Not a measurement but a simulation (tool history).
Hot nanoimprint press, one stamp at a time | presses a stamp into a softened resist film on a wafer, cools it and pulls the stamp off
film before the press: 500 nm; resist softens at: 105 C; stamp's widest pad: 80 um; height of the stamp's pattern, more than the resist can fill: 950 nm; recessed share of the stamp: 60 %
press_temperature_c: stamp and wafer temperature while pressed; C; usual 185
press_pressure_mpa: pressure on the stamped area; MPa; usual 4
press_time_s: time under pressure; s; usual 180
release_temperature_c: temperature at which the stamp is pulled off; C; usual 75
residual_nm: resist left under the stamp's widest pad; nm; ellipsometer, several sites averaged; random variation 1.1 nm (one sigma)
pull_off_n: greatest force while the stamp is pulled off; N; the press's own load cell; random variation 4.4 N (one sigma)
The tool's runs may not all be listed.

{"run": 1, "hour": 0.0, "press_temperature_c": 185, "press_pressure_mpa": 4, "press_time_s": 180, "release_temperature_c": 75, "residual_nm": 192, "pull_off_n": 303}
{"run": 2, "hour": 20.7, "press_temperature_c": 185, "press_pressure_mpa": 4, "press_time_s": 180, "release_temperature_c": 75, "residual_nm": 189.6, "pull_off_n": 314}
{"run": 3, "hour": 61.1, "press_temperature_c": 185, "press_pressure_mpa": 4, "press_time_s": 180, "release_temperature_c": 75, "residual_nm": 192.3, "pull_off_n": 327}
{"run": 4, "hour": 84.5, "press_temperature_c": 185, "press_pressure_mpa": 4, "press_time_s": 180, "release_temperature_c": 75, "residual_nm": 190.6, "pull_off_n": 318}
{"run": 5, "hour": 123.1, "press_temperature_c": 186, "press_pressure_mpa": 4, "press_time_s": 180, "release_temperature_c": 75, "residual_nm": 181, "pull_off_n": 336}
{"hour": 148.9, "done": "stamp cleaned and given a new release coat"}
{"hour": 175.9, "done": "plate thermocouple calibrated"}
{"run": 6, "hour": 177.5, "press_temperature_c": 186, "press_pressure_mpa": 4, "press_time_s": 180, "release_temperature_c": 75, "residual_nm": 188.6, "pull_off_n": 219}
{"run": 7, "hour": 211.8, "press_temperature_c": 185, "press_pressure_mpa": 4, "press_time_s": 180, "release_temperature_c": 75, "residual_nm": 196.7, "pull_off_n": 228}
{"run": 8, "hour": 248.7, "press_temperature_c": 185, "press_pressure_mpa": 4, "press_time_s": 180, "release_temperature_c": 75, "residual_nm": 196.2, "pull_off_n": 242}
{"run": 9, "hour": 278.0, "press_temperature_c": 185, "press_pressure_mpa": 4, "press_time_s": 180, "release_temperature_c": 75, "residual_nm": 196.2, "pull_off_n": 250}
{"run": 10, "hour": 312.6, "press_temperature_c": 185, "press_pressure_mpa": 4, "press_time_s": 180, "release_temperature_c": 75, "residual_nm": 195.9, "pull_off_n": 250}
{"run": 11, "hour": 352.9, "press_temperature_c": 185, "press_pressure_mpa": 4, "press_time_s": 180, "release_temperature_c": 75, "residual_nm": 192.3, "pull_off_n": 257}
{"run": 12, "hour": 393.5, "press_temperature_c": 185, "press_pressure_mpa": 4, "press_time_s": 180, "release_temperature_c": 75, "residual_nm": 193.3, "pull_off_n": 272}
{"run": 13, "hour": 423.1, "press_temperature_c": 185, "press_pressure_mpa": 4, "press_time_s": 180, "release_temperature_c": 75, "residual_nm": 193.3, "pull_off_n": 274}
{"run": 14, "hour": 455.0, "press_temperature_c": 185, "press_pressure_mpa": 4, "press_time_s": 180, "release_temperature_c": 75, "residual_nm": 193.3, "pull_off_n": 282}
{"run": 15, "hour": 491.4, "press_temperature_c": 185, "press_pressure_mpa": 4, "press_time_s": 180, "release_temperature_c": 75, "residual_nm": 194.4, "pull_off_n": 293}
{"run": 16, "hour": 533.9, "press_temperature_c": 185, "press_pressure_mpa": 4, "press_time_s": 180, "release_temperature_c": 82, "residual_nm": 192.3, "pull_off_n": 262}
{"run": 17, "hour": 552.5, "press_temperature_c": 185, "press_pressure_mpa": 5.15, "press_time_s": 316, "release_temperature_c": 65, "residual_nm": 136.9, "pull_off_n": 372}
{"run": 18, "hour": 596.7, "press_temperature_c": 185, "press_pressure_mpa": 4, "press_time_s": 253, "release_temperature_c": 75, "residual_nm": 167.2, "pull_off_n": 319}
{"hour": 612.2, "done": "press's hydraulic seals changed and the load cell set to zero"}
{"run": 19, "hour": 628.7, "press_temperature_c": 179, "press_pressure_mpa": 5.13, "press_time_s": 120, "release_temperature_c": 75, "residual_nm": 242, "pull_off_n": 332}
{"run": 20, "hour": 656.5, "press_temperature_c": 179, "press_pressure_mpa": 5.13, "press_time_s": 120, "release_temperature_c": 75, "residual_nm": 242, "pull_off_n": 339}
{"hour": 682.6, "done": "stamp cleaned and given a new release coat"}
{"run": 21, "hour": 688.9, "press_temperature_c": 196, "press_pressure_mpa": 4.04, "press_time_s": 120, "release_temperature_c": 75, "residual_nm": 144.9, "pull_off_n": 215}
{"run": 22, "hour": 729.0, "press_temperature_c": 185, "press_pressure_mpa": 4, "press_time_s": 180, "release_temperature_c": 78, "residual_nm": 182.8, "pull_off_n": 211}
{"hour": 737.8, "done": "plate thermocouple calibrated"}
{"run": 23, "hour": 763.8, "press_temperature_c": 188, "press_pressure_mpa": 4, "press_time_s": 180, "release_temperature_c": 75, "residual_nm": 172.7, "pull_off_n": 233}
{"run": 24, "hour": 806.2, "press_temperature_c": 188, "press_pressure_mpa": 3.17, "press_time_s": 339, "release_temperature_c": 75, "residual_nm": 144.6, "pull_off_n": 241}
{"run": 25, "hour": 827.6, "press_temperature_c": 188, "press_pressure_mpa": 3.19, "press_time_s": 141, "release_temperature_c": 75, "residual_nm": 211, "pull_off_n": 249}
{"run": 26, "hour": 856.8, "press_temperature_c": 183, "press_pressure_mpa": 4.28, "press_time_s": 302, "release_temperature_c": 75, "residual_nm": 160.6, "pull_off_n": 249}
{"run": 27, "hour": 875.4, "press_temperature_c": 192, "press_pressure_mpa": 4.28, "press_time_s": 215, "release_temperature_c": 65, "residual_nm": 132.6, "pull_off_n": 318}
{"run": 28, "hour": 918.3, "press_temperature_c": 192, "press_pressure_mpa": 4.28, "press_time_s": 215, "release_temperature_c": 81, "residual_nm": 130.8, "pull_off_n": 231}
{"run": 29, "hour": 946.1, "press_temperature_c": 192, "press_pressure_mpa": 4.28, "press_time_s": 215, "release_temperature_c": 81, "residual_nm": 132.5, "pull_off_n": 245}

Forecast each of these 4 alternatives for the next run:
{"run": "A", "hour": 981.2, "press_temperature_c": 192, "press_pressure_mpa": 3.92, "press_time_s": 260, "release_temperature_c": 81, "residual_nm": "?", "pull_off_n": "?"}
{"run": "B", "hour": 981.2, "press_temperature_c": 174, "press_pressure_mpa": 4, "press_time_s": 109, "release_temperature_c": 75, "residual_nm": "?", "pull_off_n": "?"}
{"run": "C", "hour": 981.2, "press_temperature_c": 194, "press_pressure_mpa": 4, "press_time_s": 350, "release_temperature_c": 75, "residual_nm": "?", "pull_off_n": "?"}
{"run": "D", "hour": 981.2, "press_temperature_c": 178, "press_pressure_mpa": 3.94, "press_time_s": 215, "release_temperature_c": 81, "residual_nm": "?", "pull_off_n": "?"}

run=A residual_nm=124.5 pull_off_n=251
run=B residual_nm=332.2 pull_off_n=289
run=C residual_nm=100.6 pull_off_n=289
run=D residual_nm=231.9 pull_off_n=253
Without the tool's hidden state the same runs would have given:
run=A residual_nm=125.8 pull_off_n=187
run=B residual_nm=335.3 pull_off_n=215
run=C residual_nm=101.6 pull_off_n=216
run=D residual_nm=234.7 pull_off_n=189
